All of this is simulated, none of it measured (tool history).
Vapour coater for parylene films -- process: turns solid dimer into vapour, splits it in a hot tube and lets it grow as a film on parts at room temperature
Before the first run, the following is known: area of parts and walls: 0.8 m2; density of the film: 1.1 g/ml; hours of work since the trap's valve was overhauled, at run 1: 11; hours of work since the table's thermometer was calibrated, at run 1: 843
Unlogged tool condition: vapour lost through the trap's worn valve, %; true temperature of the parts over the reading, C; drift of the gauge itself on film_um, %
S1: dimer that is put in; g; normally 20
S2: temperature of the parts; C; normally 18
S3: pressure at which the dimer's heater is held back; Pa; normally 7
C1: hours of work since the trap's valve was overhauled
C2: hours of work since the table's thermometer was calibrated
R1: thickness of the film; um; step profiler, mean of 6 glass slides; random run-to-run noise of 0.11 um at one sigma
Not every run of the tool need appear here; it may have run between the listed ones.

| run | hour | S1 | S2 | S3 | C1 | C2 | R1 |
|---|---|---|---|---|---|---|---|
| 1 | 0 | 20 | 18 | 7 | 11 | 843 | 13.3 |
| 2 | 74.2 | 20 | 18 | 7 | 55 | 887 | 13.08 |
| 3 | 146.3 | 20 | 16 | 7 | 98 | 930 | 13.63 |
| 4 | 200.9 | 20 | 16 | 7 | 130 | 962 | 13.18 |
| 5 | 251.6 | 20 | 24 | 7 | 161 | 992 | 10.65 |
| 6 | 286.3 | 25 | 18 | 7 | 181 | 1013 | 15.18 |
| 7 | 353.2 | 20 | 18 | 7 | 221 | 1053 | 11.78 |
| 8 | 416.9 | 20 | 18 | 7 | 259 | 1091 | 11.79 |
|  | 471.4 | trap's valve overhauled |
| 9 | 471.4 | 20 | 18 | 7 | 0 | 1121 | 13.39 |
| 10 | 537 | 20 | 18 | 7 | 39 | 1160 | 13.16 |
| 11 | 591.5 | 16 | 11 | 7 | 72 | 1192 | 12.37 |
| 12 | 646.6 | 16 | 11 | 7 | 104 | 1225 | 12.14 |
| 13 | 711.9 | 9 | 20 | 2.29 | 143 | 1264 | 5.73 |
| 14 | 771.2 | 9 | 20 | 2.29 | 179 | 1299 | 5.69 |
| 15 | 813.7 | 9 | 20 | 9.72 | 204 | 1325 | 5.09 |

Run 16 comes next. What will it give?
| 16 | 854.2 | 9 | 20 | 9.72 | 228 | 1349 | ? |

Run 16 gave R1 5 um.
Minus the tool's unlogged condition, the same run would have read R1 5.59 um.
